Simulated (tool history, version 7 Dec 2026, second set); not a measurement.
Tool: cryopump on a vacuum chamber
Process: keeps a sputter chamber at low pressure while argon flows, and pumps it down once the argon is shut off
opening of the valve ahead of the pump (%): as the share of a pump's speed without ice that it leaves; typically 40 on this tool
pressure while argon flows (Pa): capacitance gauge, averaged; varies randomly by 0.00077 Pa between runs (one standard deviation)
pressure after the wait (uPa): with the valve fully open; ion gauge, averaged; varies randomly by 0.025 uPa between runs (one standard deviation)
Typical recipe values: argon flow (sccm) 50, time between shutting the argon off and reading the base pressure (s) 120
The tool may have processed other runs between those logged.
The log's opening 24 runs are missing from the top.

| run | day | argon flow (sccm) | time between shutting the argon off and reading the base pressure (s) | opening of the valve ahead of the pump (%) | hours of work since the pump was warmed up and emptied | hours of work since the cold head was overhauled | hours of work since the chamber's fittings were tightened | pressure while argon flows (Pa) | pressure after the wait (uPa) |
|---|---|---|---|---|---|---|---|---|---|
| 25 | 92.017 | 60 | 120 | 41 | 191 | 1970 | 2030 | 0.1798 | 2.69 |
| 26 | 95.875 | 60 | 120 | 41 | 232 | 2011 | 2072 | 0.1771 | 2.81 |
| 27 | 98.938 | 39 | 53 | 19 | 265 | 2044 | 2105 | 0.2459 | 3.82 |
|  | 102.071 | leaking fittings of the chamber tightened, without venting |
| 28 | 103.933 | 90 | 82 | 44 | 318 | 2097 | 20 | 0.2559 | 1.37 |
| 29 | 108.221 | 90 | 81 | 24 | 365 | 2144 | 66 | 0.461 | 1.5 |
| 30 | 113.229 | 50 | 24 | 56 | 419 | 2198 | 121 | 0.117 | 4.23 |
| 31 | 115.296 | 50 | 24 | 56 | 441 | 2220 | 143 | 0.118 | 4.24 |
| 32 | 117.975 | 49 | 100 | 22 | 470 | 2249 | 172 | 0.2762 | 1.35 |
| 33 | 122.121 | 51 | 120 | 15 | 515 | 2294 | 217 | 0.4159 | 1.24 |
| 34 | 125.371 | 51 | 64 | 19 | 550 | 2329 | 252 | 0.3343 | 1.97 |

3 ways to go on from here, each from the tool as it stands after run 34. What would each give?
|  | 128.917 | pump warmed up, emptied and cooled again |
| A | 128.917 | 21 | 47 | 19 | 0 | 2365 | 288 | ? | ? |
|  | 128.917 | pump warmed up, emptied and cooled again |
| B | 128.917 | 36 | 141 | 42 | 0 | 2365 | 288 | ? | ? |
|  | 128.917 | pump warmed up, emptied and cooled again |
| C | 128.917 | 50 | 22 | 40 | 0 | 2365 | 288 | ? | ? |

| run | pressure while argon flows (Pa) | pressure after the wait (uPa) |
|---|---|---|
| A | 0.131 | 2.29 |
| B | 0.1016 | 1.09 |
| C | 0.1493 | 4.62 |
What these runs would have given with no unlogged condition in the tool:
| run | pressure while argon flows (Pa) | pressure after the wait (uPa) |
|---|---|---|
| A | 0.1305 | 2.04 |
| B | 0.1008 | 0.83 |
| C | 0.1482 | 4.36 |
